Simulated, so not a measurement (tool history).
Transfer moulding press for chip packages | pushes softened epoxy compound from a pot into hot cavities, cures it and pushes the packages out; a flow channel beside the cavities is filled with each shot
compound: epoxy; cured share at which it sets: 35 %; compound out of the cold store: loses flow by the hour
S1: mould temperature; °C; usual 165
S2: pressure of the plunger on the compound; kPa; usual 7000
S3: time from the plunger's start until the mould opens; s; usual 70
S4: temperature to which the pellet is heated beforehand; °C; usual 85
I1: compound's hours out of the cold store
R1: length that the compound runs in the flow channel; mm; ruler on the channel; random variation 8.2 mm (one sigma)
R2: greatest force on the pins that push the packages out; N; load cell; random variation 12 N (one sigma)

run 1 hour=0 | S1=165 S2=7000 S3=70 S4=85 | I1=23.3 | R1=864 R2=704
-- hour=13.3 plunger's sealing rings changed
run 2 hour=18.1 | S1=165 S2=7000 S3=70 S4=85 | I1=47.1 | R1=861 R2=767
run 3 hour=33.9 | S1=165 S2=7000 S3=70 S4=85 | I1=13.7 | R1=970 R2=906
-- hour=39.2 cavities cleaned with cleaning compound and waxed
run 4 hour=46.1 | S1=165 S2=7000 S3=70 S4=85 | I1=17.5 | R1=944 R2=717
run 5 hour=59.8 | S1=165 S2=7000 S3=70 S4=91 | I1=35.4 | R1=889 R2=711
run 6 hour=72.2 | S1=165 S2=7000 S3=70 S4=91 | I1=24.6 | R1=922 R2=799
-- hour=86.9 cavities cleaned with cleaning compound and waxed
run 7 hour=93.6 | S1=165 S2=7000 S3=70 S4=91 | I1=41.2 | R1=854 R2=642
run 8 hour=116 | S1=165 S2=7000 S3=105 S4=85 | I1=35.2 | R1=869 R2=491
-- hour=134.7 cavities cleaned with cleaning compound and waxed
run 9 hour=139.4 | S1=165 S2=7000 S3=108 S4=85 | I1=12.7 | R1=949 R2=366
run 10 hour=154.4 | S1=165 S2=7000 S3=108 S4=85 | I1=12.2 | R1=965 R2=449
-- hour=157.8 mould's thermocouples calibrated
run 11 hour=173.1 | S1=163 S2=7000 S3=108 S4=85 | I1=30.2 | R1=887 R2=525
-- hour=183.4 cavities cleaned with cleaning compound and waxed
run 12 hour=183.9 | S1=163 S2=5470 S3=108 S4=85 | I1=26.5 | R1=803 R2=375
run 13 hour=199.1 | S1=163 S2=5470 S3=108 S4=85 | I1=10.8 | R1=840 R2=447
run 14 hour=215.8 | S1=166 S2=5470 S3=108 S4=85 | I1=26 | R1=764 R2=491
-- hour=230.7 cavities cleaned with cleaning compound and waxed
run 15 hour=235.7 | S1=163 S2=5600 S3=102 S4=78 | I1=9.9 | R1=848 R2=405
run 16 hour=250.5 | S1=163 S2=8410 S3=102 S4=78 | I1=39.8 | R1=911 R2=479
run 17 hour=270.2 | S1=170 S2=7000 S3=70 S4=90 | I1=42.8 | R1=792 R2=603
-- hour=278 cavities cleaned with cleaning compound and waxed
-- hour=284 mould's thermocouples calibrated, once more
run 18 hour=285.5 | S1=165 S2=7000 S3=57 S4=88 | I1=41.2 | R1=815 R2=999
run 19 hour=296.6 | S1=165 S2=7000 S3=57 S4=88 | I1=41.3 | R1=804 R2=1134
-- hour=309.7 plunger's sealing rings changed
run 20 hour=320.3 | S1=165 S2=7000 S3=57 S4=88 | I1=17.6 | R1=961 R2=1443
-- hour=330.2 cavities cleaned with cleaning compound and waxed
run 21 hour=344.8 | S1=157 S2=7900 S3=55 S4=95 | I1=40.2 | R1=976 R2=1818
run 22 hour=357.3 | S1=157 S2=7900 S3=55 S4=95 | I1=34.6 | R1=1001 R2=2040
run 23 hour=374.8 | S1=172 S2=8540 S3=55 S4=95 | I1=37.6 | R1=929 R2=822
-- hour=378.4 cavities cleaned with cleaning compound and waxed
run 24 hour=389.9 | S1=172 S2=8540 S3=55 S4=95 | I1=21.3 | R1=983 R2=702
run 25 hour=405.4 | S1=172 S2=8540 S3=55 S4=95 | I1=9.1 | R1=1032 R2=795
run 26 hour=418.8 | S1=172 S2=8540 S3=55 S4=95 | I1=12.7 | R1=1008 R2=838
-- hour=426.3 cavities cleaned with cleaning compound and waxed
run 27 hour=431 | S1=165 S2=6140 S3=66 S4=85 | I1=16.5 | R1=874 R2=732
run 28 hour=451.4 | S1=165 S2=6140 S3=66 S4=85 | I1=22.9 | R1=867 R2=864

4 ways to go on from here, each from the tool as it stands after run 28. What would each give?
-- hour=473.3 cavities cleaned with cleaning compound and waxed
run A hour=474.5 | S1=165 S2=7000 S3=70 S4=81 | I1=15.2 | R1=? R2=?
-- hour=473.3 cavities cleaned with cleaning compound and waxed
run B hour=474.5 | S1=172 S2=6700 S3=108 S4=85 | I1=32.8 | R1=? R2=?
-- hour=473.3 cavities cleaned with cleaning compound and waxed
run C hour=474.5 | S1=171 S2=6150 S3=70 S4=85 | I1=20.5 | R1=? R2=?
-- hour=473.3 cavities cleaned with cleaning compound and waxed
run D hour=474.5 | S1=172 S2=7000 S3=61 S4=85 | I1=16.8 | R1=? R2=?

run=A R1=932 R2=633
run=B R1=825 R2=351
run=C R1=823 R2=414
run=D R1=890 R2=496
Without the tool's hidden state the same runs would have given:
run=A R1=975 R2=604
run=B R1=863 R2=340
run=C R1=861 R2=398
run=D R1=930 R2=475
